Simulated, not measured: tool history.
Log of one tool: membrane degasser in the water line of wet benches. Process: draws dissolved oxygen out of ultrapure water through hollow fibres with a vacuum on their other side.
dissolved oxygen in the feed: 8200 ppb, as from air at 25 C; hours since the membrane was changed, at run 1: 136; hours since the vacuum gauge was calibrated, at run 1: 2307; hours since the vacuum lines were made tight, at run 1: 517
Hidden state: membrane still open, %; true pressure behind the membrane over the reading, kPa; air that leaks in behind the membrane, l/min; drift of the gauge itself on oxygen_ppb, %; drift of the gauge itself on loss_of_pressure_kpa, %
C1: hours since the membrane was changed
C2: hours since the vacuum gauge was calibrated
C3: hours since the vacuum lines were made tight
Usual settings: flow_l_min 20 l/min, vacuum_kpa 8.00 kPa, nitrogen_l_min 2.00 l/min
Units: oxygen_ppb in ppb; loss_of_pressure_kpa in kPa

run 1 hour=0.0 | flow_l_min=20 vacuum_kpa=8.00 nitrogen_l_min=2.00 | C1=136 C2=2307 C3=517 | oxygen_ppb=297.1 loss_of_pressure_kpa=41.20
run 2 hour=95.9 | flow_l_min=20 vacuum_kpa=8.00 nitrogen_l_min=2.00 | C1=232 C2=2402 C3=613 | oxygen_ppb=300.9 loss_of_pressure_kpa=41.72
run 3 hour=161.5 | flow_l_min=20 vacuum_kpa=8.00 nitrogen_l_min=2.00 | C1=298 C2=2468 C3=678 | oxygen_ppb=295.3 loss_of_pressure_kpa=41.18
run 4 hour=282.8 | flow_l_min=20 vacuum_kpa=8.00 nitrogen_l_min=2.00 | C1=419 C2=2589 C3=800 | oxygen_ppb=296.0 loss_of_pressure_kpa=42.02
run 5 hour=339.2 | flow_l_min=20 vacuum_kpa=8.00 nitrogen_l_min=0.81 | C1=476 C2=2646 C3=856 | oxygen_ppb=431.7 loss_of_pressure_kpa=41.96
run 6 hour=394.7 | flow_l_min=20 vacuum_kpa=8.00 nitrogen_l_min=0.81 | C1=531 C2=2701 C3=912 | oxygen_ppb=425.1 loss_of_pressure_kpa=41.54
run 7 hour=489.0 | flow_l_min=20 vacuum_kpa=8.00 nitrogen_l_min=0.81 | C1=625 C2=2796 C3=1006 | oxygen_ppb=427.2 loss_of_pressure_kpa=41.87
run 8 hour=587.0 | flow_l_min=20 vacuum_kpa=8.00 nitrogen_l_min=0.81 | C1=723 C2=2894 C3=1104 | oxygen_ppb=424.2 loss_of_pressure_kpa=42.07
run 9 hour=660.5 | flow_l_min=20 vacuum_kpa=8.00 nitrogen_l_min=0.81 | C1=797 C2=2967 C3=1177 | oxygen_ppb=427.2 loss_of_pressure_kpa=42.01
run 10 hour=783.5 | flow_l_min=20 vacuum_kpa=8.00 nitrogen_l_min=0.81 | C1=920 C2=3090 C3=1300 | oxygen_ppb=434.7 loss_of_pressure_kpa=41.82
run 11 hour=854.5 | flow_l_min=20 vacuum_kpa=8.00 nitrogen_l_min=0.81 | C1=991 C2=3161 C3=1371 | oxygen_ppb=426.8 loss_of_pressure_kpa=42.12
run 12 hour=942.4 | flow_l_min=20 vacuum_kpa=8.00 nitrogen_l_min=0.81 | C1=1079 C2=3249 C3=1459 | oxygen_ppb=435.1 loss_of_pressure_kpa=42.14
run 13 hour=1044.2 | flow_l_min=20 vacuum_kpa=8.00 nitrogen_l_min=0.81 | C1=1181 C2=3351 C3=1561 | oxygen_ppb=427.5 loss_of_pressure_kpa=42.10
run 14 hour=1096.3 | flow_l_min=20 vacuum_kpa=8.00 nitrogen_l_min=0.81 | C1=1233 C2=3403 C3=1613 | oxygen_ppb=433.4 loss_of_pressure_kpa=41.99
run 15 hour=1208.8 | flow_l_min=19 vacuum_kpa=11.03 nitrogen_l_min=2.25 | C1=1345 C2=3515 C3=1726 | oxygen_ppb=324.1 loss_of_pressure_kpa=39.92
run 16 hour=1289.7 | flow_l_min=31 vacuum_kpa=5.22 nitrogen_l_min=2.00 | C1=1426 C2=3596 C3=1807 | oxygen_ppb=479.7 loss_of_pressure_kpa=65.71
run 17 hour=1411.9 | flow_l_min=20 vacuum_kpa=8.00 nitrogen_l_min=2.13 | C1=1548 C2=3718 C3=1929 | oxygen_ppb=290.0 loss_of_pressure_kpa=42.39
run 18 hour=1477.6 | flow_l_min=29 vacuum_kpa=8.00 nitrogen_l_min=1.43 | C1=1614 C2=3784 C3=1995 | oxygen_ppb=565.1 loss_of_pressure_kpa=61.38
run 19 hour=1570.1 | flow_l_min=31 vacuum_kpa=8.00 nitrogen_l_min=3.48 | C1=1706 C2=3877 C3=2087 | oxygen_ppb=499.8 loss_of_pressure_kpa=65.45
run 20 hour=1669.5 | flow_l_min=14 vacuum_kpa=13.59 nitrogen_l_min=0.96 | C1=1806 C2=3976 C3=2186 | oxygen_ppb=421.1 loss_of_pressure_kpa=29.57
run 21 hour=1762.8 | flow_l_min=14 vacuum_kpa=13.59 nitrogen_l_min=0.96 | C1=1899 C2=4069 C3=2280 | oxygen_ppb=420.4 loss_of_pressure_kpa=29.50
run 22 hour=1830.9 | flow_l_min=26 vacuum_kpa=6.85 nitrogen_l_min=2.84 | C1=1967 C2=4137 C3=2348 | oxygen_ppb=382.9 loss_of_pressure_kpa=54.83
run 23 hour=1911.2 | flow_l_min=23 vacuum_kpa=8.00 nitrogen_l_min=2.00 | C1=2048 C2=4218 C3=2428 | oxygen_ppb=368.9 loss_of_pressure_kpa=48.99
run 24 hour=2020.2 | flow_l_min=29 vacuum_kpa=7.42 nitrogen_l_min=2.00 | C1=2157 C2=4327 C3=2537 | oxygen_ppb=501.8 loss_of_pressure_kpa=61.89

Some steps in loss_of_pressure_kpa between neighbouring runs. How much of each would the tool show without its hidden state too (settings, what came in, random variation), and how much is left for the hidden state, with any gauge scatter that isn't in both results?
Run 15 -> 16: flow_l_min 19 -> 31, vacuum_kpa 11.03 -> 5.22, nitrogen_l_min 2.25 -> 2.00. loss_of_pressure_kpa +25.79 kPa: hidden state +0.38, all else +25.41.
Run 19 -> 20: flow_l_min 31 -> 14, vacuum_kpa 8.00 -> 13.59, nitrogen_l_min 3.48 -> 0.96. loss_of_pressure_kpa -35.88 kPa: hidden state -0.55, all else -35.33.
Run 21 -> 22: flow_l_min 14 -> 26, vacuum_kpa 13.59 -> 6.85, nitrogen_l_min 0.96 -> 2.84. loss_of_pressure_kpa +25.33 kPa: hidden state +0.50, all else +24.83.
